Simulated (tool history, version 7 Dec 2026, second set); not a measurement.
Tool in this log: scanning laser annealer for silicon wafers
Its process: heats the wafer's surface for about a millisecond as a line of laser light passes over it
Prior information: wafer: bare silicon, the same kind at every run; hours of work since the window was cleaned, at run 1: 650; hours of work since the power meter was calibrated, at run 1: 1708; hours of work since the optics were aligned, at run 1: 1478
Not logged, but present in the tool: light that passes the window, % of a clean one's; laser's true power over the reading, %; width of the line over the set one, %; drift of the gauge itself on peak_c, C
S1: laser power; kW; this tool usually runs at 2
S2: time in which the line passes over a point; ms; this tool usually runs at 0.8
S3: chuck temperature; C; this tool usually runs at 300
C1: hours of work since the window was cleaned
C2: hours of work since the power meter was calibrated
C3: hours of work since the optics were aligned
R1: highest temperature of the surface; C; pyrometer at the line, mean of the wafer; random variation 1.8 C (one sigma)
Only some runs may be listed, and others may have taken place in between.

run,day,S1,S2,S3,C1,C2,C3,R1
1,0,2,0.8,300,650,1708,1478,1013
2,3.15,2,0.8,300,710,1768,1539,1011
3,4.817,2,0.8,300,742,1800,1571,1013
4,7.583,2,0.575,300,795,1853,1624,915
5,10.925,2,0.8,300,859,1917,1688,1001
# day 12.362: window over the wafer cleaned
6,12.375,2,0.8,300,0,1943,1714,1045
7,14.729,2,0.8,300,45,1988,1759,1043
8,17.412,2,0.8,300,97,2040,1810,1034
9,18.942,2,0.8,300,126,2069,1840,1033
# day 20.862: optics aligned, line set to its width
10,22.154,2,0.8,300,184,2127,25,1048
11,23.842,2,0.8,300,216,2159,57,1043
12,25.542,2,0.8,300,248,2191,90,1044
13,28.704,2,0.8,300,309,2252,150,1039
14,30.379,2,0.8,300,341,2284,182,1037
15,32.538,2,0.8,300,382,2325,224,1036
16,34.654,2,0.8,300,423,2366,264,1033
17,38.017,2,0.8,300,487,2430,329,1027
18,39.829,2,0.951,300,522,2465,363,1079
19,42.771,2,0.951,300,578,2521,420,1078
20,45.404,2.017,0.951,300,629,2572,470,1084
21,47.333,1.808,0.763,305,666,2609,507,940
22,49.958,1.808,0.763,305,716,2659,557,940
23,52.975,1.808,0.843,305,774,2717,615,962
24,55.917,1.909,0.675,300,830,2773,671,926
25,58.696,2,0.806,326,883,2826,725,1035
# day 58.967: window over the wafer cleaned
26,61.175,2,0.986,285,42,2872,770,1109
27,62.592,2,0.986,285,69,2899,798,1105
28,63.971,1.947,0.837,304,96,2926,824,1044
29,65.446,2,0.717,300,124,2954,852,1014
30,67.338,2,0.717,300,160,2990,888,1006
31,69.608,1.708,0.8,331,204,3034,932,963
32,72.554,1.874,0.792,300,260,3090,988,988
33,75.042,1.753,0.577,311,308,3138,1036,874
34,77.012,1.936,0.577,298,346,3176,1074,915
35,79.946,1.936,0.577,298,402,3232,1130,913
36,81.933,2,0.8,321,440,3270,1168,1051
37,84.233,2,0.8,321,484,3314,1212,1048
38,86.775,1.985,0.8,321,533,3363,1261,1037
39,89.033,1.985,0.8,321,576,3406,1304,1039
40,90.525,1.985,0.8,321,604,3434,1333,1033

What if the next run were any one of these 5? Each begins from the tool's condition after run 40:
A,92.633,1.985,0.617,327,645,3475,1373,?
B,92.633,1.846,0.8,321,645,3475,1373,?
C,92.633,2.074,0.8,300,645,3475,1373,?
D,92.633,1.789,0.8,325,645,3475,1373,?
E,92.633,1.748,0.938,275,645,3475,1373,?

run,R1
A,963
B,984
C,1047
D,962
E,944
Without the tool's hidden state the same runs would have given:
run,R1
A,997
B,1019
C,1086
D,996
E,979
